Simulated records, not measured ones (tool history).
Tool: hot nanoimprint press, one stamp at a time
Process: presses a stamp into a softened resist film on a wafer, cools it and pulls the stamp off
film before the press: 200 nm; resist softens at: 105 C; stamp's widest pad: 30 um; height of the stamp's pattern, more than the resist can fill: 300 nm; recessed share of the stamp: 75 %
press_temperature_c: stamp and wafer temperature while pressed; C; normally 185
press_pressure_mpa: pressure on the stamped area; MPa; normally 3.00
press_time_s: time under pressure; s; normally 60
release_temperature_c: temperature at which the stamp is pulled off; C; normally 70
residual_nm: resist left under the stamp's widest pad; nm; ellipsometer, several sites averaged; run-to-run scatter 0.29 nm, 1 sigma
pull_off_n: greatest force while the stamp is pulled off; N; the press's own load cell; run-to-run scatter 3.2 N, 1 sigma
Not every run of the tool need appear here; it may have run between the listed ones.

run	hour	press_temperature_c	press_pressure_mpa	press_time_s	release_temperature_c	residual_nm	pull_off_n
1	0.0	185	3.00	60	70	76.8	255
2	38.1	185	3.00	100	70	61.5	258
3	62.5	185	3.00	100	70	61.8	256
4	109.0	185	3.00	59	70	77.0	251
5	134.7	185	3.00	59	70	76.5	261
6	156.4	185	3.00	59	70	76.9	256
7	185.1	185	3.00	59	60	76.6	313
8	211.5	185	3.00	60	70	75.8	258
9	254.6	185	2.09	60	70	88.5	259
10	281.2	185	2.09	60	70	89.4	267
11	321.7	185	3.00	60	70	75.3	266
12	343.9	185	3.00	60	70	75.6	254
13	371.5	185	3.00	32	70	96.2	262
# hour 420.8: stamp cleaned and given a new release coat
14	424.8	185	3.00	32	70	96.1	222
15	458.0	185	3.00	60	70	74.8	221
16	489.0	185	3.00	35	71	92.5	216
17	511.4	185	3.00	35	73	92.6	211
18	556.2	180	3.57	52	57	93.1	279
19	578.8	189	3.69	97	77	44.9	194

Run 20 is up next; what results do you expect?
20	622.1	175	1.95	95	68	?	?

Run 20 came out at residual_nm 119.2 nm, pull_off_n 239 N.
On a tool with no hidden condition, and with the same random variation, this run would have come out at residual_nm 124.3 nm, pull_off_n 237 N.
